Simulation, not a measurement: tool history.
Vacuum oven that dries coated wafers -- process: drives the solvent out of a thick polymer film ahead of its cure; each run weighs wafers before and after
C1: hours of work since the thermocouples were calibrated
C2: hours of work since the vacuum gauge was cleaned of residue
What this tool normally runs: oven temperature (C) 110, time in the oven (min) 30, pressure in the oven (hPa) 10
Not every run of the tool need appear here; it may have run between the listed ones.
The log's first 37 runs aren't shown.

Run 38, day 13.033: usual settings but oven temperature (C) 98, time in the oven (min) 21, pressure in the oven (hPa) 31.8; C1 418; C2 133. Result: solvent left in the film (%) 8.32.
Run 39, day 13.4: usual settings but oven temperature (C) 98, time in the oven (min) 21, pressure in the oven (hPa) 31.8; C1 422; C2 137. Result: solvent left in the film (%) 8.28.
Run 40, day 13.817: usual settings but oven temperature (C) 123, time in the oven (min) 48, pressure in the oven (hPa) 11.3; C1 426; C2 141. Result: solvent left in the film (%) 0.25.
Run 41, day 14.175: usual settings but oven temperature (C) 114, time in the oven (min) 52, pressure in the oven (hPa) 14.8; C1 429; C2 144. Result: solvent left in the film (%) 0.55.
Run 42, day 14.4: usual settings but time in the oven (min) 50, pressure in the oven (hPa) 8.1; C1 432; C2 147. Result: solvent left in the film (%) 0.78.
Run 43, day 14.625: usual settings but pressure in the oven (hPa) 21.5; C1 434; C2 149. Result: solvent left in the film (%) 2.54.
Run 44, day 15.096: usual settings but pressure in the oven (hPa) 21.5; C1 438; C2 153. Result: solvent left in the film (%) 2.55.
Run 45, day 15.404: usual settings but oven temperature (C) 115, time in the oven (min) 25, pressure in the oven (hPa) 13.8; C1 441; C2 156. Result: solvent left in the film (%) 1.76.
Run 46, day 15.829: usual settings but oven temperature (C) 111, time in the oven (min) 43; C1 445; C2 160. Result: solvent left in the film (%) 1.01.

Here are 4 independent what-if runs from the current tool condition. What would each one return?
Run A, day 16.171: usual settings but oven temperature (C) 119, time in the oven (min) 31, pressure in the oven (hPa) 5; C1 449; C2 164. Result: solvent left in the film (%) ?.
Run B, day 16.171: usual settings but oven temperature (C) 111, time in the oven (min) 37; C1 449; C2 164. Result: solvent left in the film (%) ?.
Run C, day 16.171: usual settings but time in the oven (min) 53, pressure in the oven (hPa) 17.7; C1 449; C2 164. Result: solvent left in the film (%) ?.
Run D, day 16.171: usual settings but oven temperature (C) 111, time in the oven (min) 33, pressure in the oven (hPa) 8.9; C1 449; C2 164. Result: solvent left in the film (%) ?.

run  solvent left in the film (%)
  A                          0.49
  B                          1.36
  C                          1.01
  D                          1.61
Without the tool's hidden state the same runs would have given:
run  solvent left in the film (%)
  A                          0.48
  B                          1.33
  C                          0.99
  D                          1.58
